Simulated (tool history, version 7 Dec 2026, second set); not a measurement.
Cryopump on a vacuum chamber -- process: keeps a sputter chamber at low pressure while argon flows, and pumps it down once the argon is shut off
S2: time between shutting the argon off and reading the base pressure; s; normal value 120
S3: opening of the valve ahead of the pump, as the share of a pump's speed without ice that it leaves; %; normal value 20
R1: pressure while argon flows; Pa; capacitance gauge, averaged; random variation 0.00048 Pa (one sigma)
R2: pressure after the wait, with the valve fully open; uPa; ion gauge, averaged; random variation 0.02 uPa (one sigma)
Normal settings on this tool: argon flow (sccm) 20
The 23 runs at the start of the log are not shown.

{"run": 24, "hour": 951.5, "argon flow (sccm)": 36, "S2": 242, "S3": 49, "R1": 0.0598, "R2": 0.27}
{"run": 25, "hour": 979.8, "argon flow (sccm)": 17, "S2": 167, "S3": 38, "R1": 0.0373, "R2": 0.37}
{"run": 26, "hour": 1010.1, "argon flow (sccm)": 20, "S2": 120, "S3": 44, "R1": 0.0367, "R2": 0.42}
{"run": 27, "hour": 1043.6, "argon flow (sccm)": 20, "S2": 161, "S3": 22, "R1": 0.0743, "R2": 0.41}
{"run": 28, "hour": 1094.7, "argon flow (sccm)": 11, "S2": 60, "S3": 22, "R1": 0.0403, "R2": 0.61}
{"run": 29, "hour": 1154.8, "argon flow (sccm)": 11, "S2": 60, "S3": 22, "R1": 0.0416, "R2": 0.65}
{"run": 30, "hour": 1199.2, "argon flow (sccm)": 18, "S2": 160, "S3": 50, "R1": 0.0303, "R2": 0.54}
{"run": 31, "hour": 1247.7, "argon flow (sccm)": 20, "S2": 76, "S3": 20, "R1": 0.0829, "R2": 0.68}
{"run": 32, "hour": 1289.7, "argon flow (sccm)": 20, "S2": 120, "S3": 22, "R1": 0.0765, "R2": 0.62}
{"run": 33, "hour": 1338.2, "argon flow (sccm)": 20, "S2": 120, "S3": 22, "R1": 0.0757, "R2": 0.67}

Here are 3 independent what-if runs from the current tool condition. What would each one return?
{"run": "A", "hour": 1393.8, "argon flow (sccm)": 20, "S2": 59, "S3": 20, "R1": "?", "R2": "?"}
{"run": "B", "hour": 1393.8, "argon flow (sccm)": 20, "S2": 112, "S3": 46, "R1": "?", "R2": "?"}
{"run": "C", "hour": 1393.8, "argon flow (sccm)": 39, "S2": 50, "S3": 41, "R1": "?", "R2": "?"}

run=A R1=0.0847 R2=0.87
run=B R1=0.0379 R2=0.78
run=C R1=0.0830 R2=0.91
Had the tool no hidden state, the same runs would have come out as:
run=A R1=0.0819 R2=0.38
run=B R1=0.0350 R2=0.28
run=C R1=0.0775 R2=0.43
